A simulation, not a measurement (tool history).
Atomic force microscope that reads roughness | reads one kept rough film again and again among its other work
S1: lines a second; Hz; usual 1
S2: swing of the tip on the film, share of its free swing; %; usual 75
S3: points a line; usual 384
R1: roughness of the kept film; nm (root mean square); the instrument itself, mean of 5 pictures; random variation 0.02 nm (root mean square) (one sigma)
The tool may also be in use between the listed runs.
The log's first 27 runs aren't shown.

run,hour,S1,S2,S3,R1
28,607.5,2.1,69,384,4.215
# hour 631.4: new tip fitted
29,631.4,0.84,57,619,4.921
30,649.2,0.84,57,619,4.74
31,669.8,1.17,77,384,4.388
32,698.6,1.17,77,384,4.068
# hour 702.7: new tip fitted
33,725.6,1.17,77,339,4.508
34,748,2.14,75,384,4.143
# hour 774.9: new tip fitted
35,774.9,2.7,69,939,4.629
36,788.3,0.98,55,384,4.77
37,811.1,1,64,991,4.55
38,831,1,87,793,4.127
# hour 846.2: new tip fitted
39,846.8,1,87,793,4.645
40,871.6,2.69,72,461,4.314
41,902,2.69,72,461,4.029
# hour 918.1: new tip fitted
42,928.5,1.63,61,461,4.74
43,944.2,1.63,61,461,4.582

3 ways to go on from here, each from the tool as it stands after run 43. What would each give?
A,967.7,1.65,75,384,?
B,967.7,1.4,75,384,?
C,967.7,1.63,58,353,?

run,R1
A,4.207
B,4.219
C,4.386
Without the tool's hidden state the same runs would have given:
run,R1
A,4.702
B,4.715
C,4.902

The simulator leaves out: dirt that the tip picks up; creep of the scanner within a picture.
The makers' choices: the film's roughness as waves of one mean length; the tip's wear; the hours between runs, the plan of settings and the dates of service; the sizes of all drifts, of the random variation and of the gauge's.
